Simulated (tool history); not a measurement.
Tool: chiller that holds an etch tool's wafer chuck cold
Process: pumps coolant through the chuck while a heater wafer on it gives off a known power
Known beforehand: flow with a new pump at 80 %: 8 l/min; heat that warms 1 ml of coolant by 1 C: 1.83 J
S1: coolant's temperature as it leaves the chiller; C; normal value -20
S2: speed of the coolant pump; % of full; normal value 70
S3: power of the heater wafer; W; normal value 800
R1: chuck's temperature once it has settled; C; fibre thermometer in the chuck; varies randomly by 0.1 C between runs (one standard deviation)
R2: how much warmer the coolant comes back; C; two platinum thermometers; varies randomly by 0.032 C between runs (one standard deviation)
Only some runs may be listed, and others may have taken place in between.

Run 1, hour 0.0: usual settings. Result: R1 -10.0 C, R2 3.83 C.
Run 2, hour 109.1: usual settings. Result: R1 -9.8 C, R2 3.86 C.
Run 3, hour 212.5: usual settings. Result: R1 -9.9 C, R2 3.82 C.
Run 4, hour 334.6: usual settings but S2 72 % of full. Result: R1 -10.1 C, R2 3.79 C.
Run 5, hour 447.1: usual settings but S3 794 W. Result: R1 -10.1 C, R2 3.85 C.
Run 6, hour 556.5: usual settings but S3 1009 W. Result: R1 -7.1 C, R2 4.91 C.
Run 7, hour 637.6: usual settings but S3 1009 W. Result: R1 -7.5 C, R2 4.90 C.
Run 8, hour 734.7: usual settings but S3 1009 W. Result: R1 -7.4 C, R2 4.95 C.
Run 9, hour 837.2: usual settings. Result: R1 -10.0 C, R2 3.91 C.
Run 10, hour 952.9: usual settings. Result: R1 -10.0 C, R2 3.95 C.
Run 11, hour 1006.9: usual settings. Result: R1 -10.1 C, R2 3.94 C.
Run 12, hour 1105.9: usual settings but S1 -25 C. Result: R1 -15.0 C, R2 3.88 C.
Run 13, hour 1199.9: usual settings. Result: R1 -9.9 C, R2 3.98 C.
Run 14, hour 1290.1: usual settings but S1 -22 C, S2 62 % of full, S3 988 W. Result: R1 -8.4 C, R2 5.56 C.
Run 15, hour 1387.3: usual settings but S1 -26 C, S3 990 W. Result: R1 -13.5 C, R2 4.93 C.
Run 16, hour 1442.0: usual settings but S1 -19 C, S2 63 % of full, S3 990 W. Result: R1 -5.6 C, R2 5.47 C.
Run 17, hour 1517.7: usual settings but S1 -19 C, S2 63 % of full, S3 990 W. Result: R1 -5.4 C, R2 5.53 C.
Run 18, hour 1613.7: usual settings but S1 -19 C, S2 63 % of full, S3 990 W. Result: R1 -5.5 C, R2 5.48 C.

Run 19, settings as shown, results not yet in. Your forecast:
Run 19, hour 1701.6: usual settings but S1 -17 C, S2 63 % of full, S3 938 W. Result: R1 ?, R2 ?.

{"run 19": {"R1": -4.1, "R2": 5.24}}
With the hidden condition absent and the run-to-run variation left alone, this run would have shown R1 -4.1 C, R2 5.03 C.
